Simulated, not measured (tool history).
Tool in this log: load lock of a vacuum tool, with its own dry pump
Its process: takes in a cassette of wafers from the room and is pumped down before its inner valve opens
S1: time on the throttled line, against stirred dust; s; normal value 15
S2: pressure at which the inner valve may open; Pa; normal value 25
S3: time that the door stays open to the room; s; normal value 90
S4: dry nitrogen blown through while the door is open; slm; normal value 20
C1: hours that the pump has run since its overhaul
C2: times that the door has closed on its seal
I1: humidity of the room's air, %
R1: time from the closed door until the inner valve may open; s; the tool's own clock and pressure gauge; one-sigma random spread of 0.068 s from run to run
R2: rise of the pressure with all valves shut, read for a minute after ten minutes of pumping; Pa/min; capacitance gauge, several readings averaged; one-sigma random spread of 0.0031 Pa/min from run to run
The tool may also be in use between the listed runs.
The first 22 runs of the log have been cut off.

| run | day | S1 | S2 | S3 | S4 | C1 | C2 | I1 | R1 | R2 |
|---|---|---|---|---|---|---|---|---|---|---|
| 23 | 256.308 | 15 | 28 | 110 | 13 | 10189 | 39653 | 42.5 | 21.74 | 0.231 |
| 24 | 267.562 | 28 | 25 | 90 | 20 | 10459 | 40205 | 46.5 | 32.47 | 0.231 |
| 25 | 277.912 | 28 | 22 | 47 | 42 | 10707 | 40713 | 42 | 32.59 | 0.192 |
| 26 | 292.883 | 28 | 22 | 47 | 42 | 11067 | 41449 | 44 | 32.62 | 0.19 |
| 27 | 308.017 | 28 | 22 | 47 | 42 | 11430 | 42192 | 46.4 | 32.76 | 0.214 |
| 28 | 323.258 | 22 | 33 | 180 | 7 | 11796 | 42940 | 44.6 | 27.35 | 0.287 |
| 29 | 332.829 | 16 | 25 | 30 | 6 | 12025 | 43410 | 43.9 | 22.77 | 0.235 |
| 30 | 340.492 | 16 | 25 | 30 | 6 | 12209 | 43787 | 45.2 | 22.85 | 0.241 |
| 31 | 353.329 | 16 | 25 | 30 | 6 | 12517 | 44417 | 39.9 | 22.91 | 0.232 |
| 32 | 360.721 | 16 | 25 | 52 | 6 | 12695 | 44780 | 49.5 | 22.89 | 0.272 |
| 33 | 374.521 | 8 | 41 | 90 | 20 | 13026 | 45458 | 45.9 | 15.79 | 0.25 |
| 34 | 381.633 | 15 | 46 | 90 | 21 | 13197 | 45807 | 42.3 | 21.47 | 0.243 |
| 35 | 396.717 | 15 | 46 | 90 | 21 | 13559 | 46548 | 43.2 | 21.43 | 0.248 |
| 36 | 403.225 | 15 | 25 | 90 | 5 | 13715 | 46867 | 44.4 | 22.16 | 0.288 |
| 37 | 417.421 | 10 | 50 | 96 | 18 | 14056 | 47564 | 44.5 | 17.24 | 0.267 |
| 38 | 424.7 | 12 | 50 | 42 | 18 | 14230 | 47922 | 46.5 | 18.86 | 0.252 |

Consider 3 possible next runs. They are alternatives, not a sequence: every one starts from the tool as it was left by run 38. What does each give?
| A | 438.979 | 23 | 50 | 42 | 9 | 14573 | 48623 | 44 | ? | ? |
| B | 438.979 | 23 | 25 | 37 | 15 | 14573 | 48623 | 43.3 | ? | ? |
| C | 438.979 | 9 | 50 | 42 | 18 | 14573 | 48623 | 46.9 | ? | ? |

| run | R1 | R2 |
|---|---|---|
| A | 27.78 | 0.275 |
| B | 28.51 | 0.249 |
| C | 16.44 | 0.259 |
Without the tool's unlogged condition, the same runs would have read:
| run | R1 | R2 |
|---|---|---|
| A | 27.28 | 0.097 |
| B | 27.92 | 0.074 |
| C | 15.66 | 0.083 |

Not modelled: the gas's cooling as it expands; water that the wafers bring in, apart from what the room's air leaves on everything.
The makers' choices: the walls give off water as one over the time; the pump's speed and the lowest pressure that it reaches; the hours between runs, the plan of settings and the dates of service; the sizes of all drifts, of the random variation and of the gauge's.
